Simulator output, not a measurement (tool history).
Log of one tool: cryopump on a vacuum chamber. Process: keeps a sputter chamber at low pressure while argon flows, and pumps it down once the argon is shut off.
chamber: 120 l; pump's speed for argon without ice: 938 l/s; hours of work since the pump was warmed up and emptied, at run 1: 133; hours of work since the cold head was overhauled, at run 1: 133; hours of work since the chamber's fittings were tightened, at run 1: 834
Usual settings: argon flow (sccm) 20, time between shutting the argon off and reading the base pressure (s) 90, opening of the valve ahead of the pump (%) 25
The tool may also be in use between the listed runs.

| run | hour | argon flow (sccm) | time between shutting the argon off and reading the base pressure (s) | opening of the valve ahead of the pump (%) | hours of work since the pump was warmed up and emptied | hours of work since the cold head was overhauled | hours of work since the chamber's fittings were tightened | pressure while argon flows (Pa) | pressure after the wait (uPa) |
|---|---|---|---|---|---|---|---|---|---|
| 1 | 0.0 | 20 | 90 | 25 | 133 | 133 | 834 | 0.1477 | 2.58 |
| 2 | 13.0 | 29 | 90 | 25 | 142 | 142 | 843 | 0.2110 | 2.56 |
| 3 | 21.1 | 29 | 90 | 25 | 147 | 147 | 849 | 0.2132 | 2.49 |
| 4 | 28.5 | 29 | 90 | 51 | 152 | 152 | 854 | 0.1048 | 2.59 |
| 5 | 38.1 | 29 | 90 | 51 | 159 | 159 | 860 | 0.1046 | 2.53 |
| 6 | 49.8 | 29 | 90 | 51 | 167 | 167 | 868 | 0.1049 | 2.56 |
| 7 | 61.2 | 29 | 90 | 51 | 175 | 175 | 876 | 0.1058 | 2.54 |
| 8 | 68.1 | 29 | 90 | 51 | 179 | 179 | 881 | 0.1055 | 2.59 |
| 9 | 79.4 | 28 | 90 | 25 | 187 | 187 | 888 | 0.2041 | 2.55 |
| 10 | 90.4 | 28 | 90 | 25 | 194 | 194 | 896 | 0.2034 | 2.67 |
| 11 | 98.5 | 28 | 90 | 25 | 200 | 200 | 901 | 0.2049 | 2.57 |
| 12 | 113.2 | 20 | 90 | 25 | 210 | 210 | 911 | 0.1466 | 2.65 |
| 13 | 119.8 | 20 | 90 | 25 | 214 | 214 | 916 | 0.1465 | 2.63 |
| 14 | 128.0 | 20 | 90 | 25 | 220 | 220 | 921 | 0.1471 | 2.61 |
| 15 | 144.3 | 20 | 90 | 25 | 231 | 231 | 932 | 0.1455 | 2.75 |
| 16 | 158.7 | 20 | 90 | 25 | 241 | 241 | 942 | 0.1465 | 2.69 |
| 17 | 170.2 | 20 | 90 | 25 | 249 | 249 | 950 | 0.1464 | 2.70 |
| 18 | 186.3 | 20 | 90 | 25 | 260 | 260 | 961 | 0.1484 | 2.72 |
| 19 | 198.1 | 18 | 36 | 25 | 268 | 268 | 969 | 0.1322 | 4.90 |
| 20 | 212.7 | 22 | 76 | 23 | 278 | 278 | 979 | 0.1757 | 2.99 |
| 21 | 219.6 | 22 | 76 | 23 | 282 | 282 | 984 | 0.1747 | 2.97 |
| 22 | 229.0 | 11 | 74 | 22 | 289 | 289 | 990 | 0.0923 | 3.02 |
| 23 | 240.9 | 11 | 74 | 22 | 297 | 297 | 998 | 0.0920 | 3.04 |
| 24 | 249.5 | 12 | 21 | 17 | 303 | 303 | 1004 | 0.1281 | 7.63 |
| 25 | 259.8 | 40 | 27 | 50 | 310 | 310 | 1011 | 0.1502 | 6.17 |
| 26 | 276.1 | 40 | 27 | 25 | 321 | 321 | 1022 | 0.2939 | 6.18 |
| 27 | 284.3 | 20 | 27 | 48 | 326 | 326 | 1028 | 0.0769 | 6.13 |

Forecast run 28:
| 28 | 292.7 | 20 | 27 | 48 | 332 | 332 | 1033 | ? | ? |

{"run 28": {"pressure while argon flows (Pa)": 0.0772, "pressure after the wait (uPa)": 6.17}}
Without the tool's hidden state the same run would have given pressure while argon flows (Pa) 0.0742, pressure after the wait (uPa) 5.16.
